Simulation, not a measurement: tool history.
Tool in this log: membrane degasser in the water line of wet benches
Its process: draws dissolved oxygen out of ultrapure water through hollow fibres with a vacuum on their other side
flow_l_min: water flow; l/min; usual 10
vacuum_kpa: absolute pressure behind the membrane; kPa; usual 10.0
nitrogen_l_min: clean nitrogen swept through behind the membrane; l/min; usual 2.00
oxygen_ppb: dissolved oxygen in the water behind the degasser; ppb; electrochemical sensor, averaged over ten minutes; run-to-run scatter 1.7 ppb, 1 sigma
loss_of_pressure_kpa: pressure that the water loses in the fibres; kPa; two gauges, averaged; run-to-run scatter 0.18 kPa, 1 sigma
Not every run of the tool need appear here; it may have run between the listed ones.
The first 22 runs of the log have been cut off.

run,hour,flow_l_min,vacuum_kpa,nitrogen_l_min,hours since the membrane was changed,hours since the vacuum gauge was calibrated,hours since the vacuum lines were made tight,oxygen_ppb,loss_of_pressure_kpa
23,1941.2,12,10.0,4.35,3565,2433,1996,177.9,43.55
24,2036.8,10,14.0,1.61,3661,2529,2091,243.5,36.21
25,2154.5,10,14.0,1.61,3779,2646,2209,245.7,35.60
26,2273.1,13,14.3,1.47,3897,2765,2327,378.2,46.96
27,2344.5,10,10.0,5.00,3969,2836,2399,122.3,36.23
28,2450.7,13,10.0,4.98,4075,2943,2505,196.3,47.15
# hour 2518.7: gauge calibrated
29,2571.4,14,10.0,2.00,4195,3063,2626,289.1,49.20
30,2634.7,10,24.2,0.80,4259,3127,2689,644.7,35.31
31,2731.4,10,24.2,0.80,4355,3223,2786,648.7,35.18

3 ways to go on from here, each from the tool as it stands after run 31. What would each give?
A,2818.8,13,11.5,2.33,4443,3311,2873,?,?
B,2818.8,14,10.0,1.46,4443,3311,2873,?,?
C,2818.8,11,17.4,4.39,4443,3311,2873,?,?

run,oxygen_ppb,loss_of_pressure_kpa
A,263.2,45.73
B,323.1,49.34
C,195.4,38.98
Stripped of hidden state, with their random variation kept, the same runs would have yielded:
run,oxygen_ppb,loss_of_pressure_kpa
A,262.5,45.53
B,322.3,49.13
C,194.8,38.81
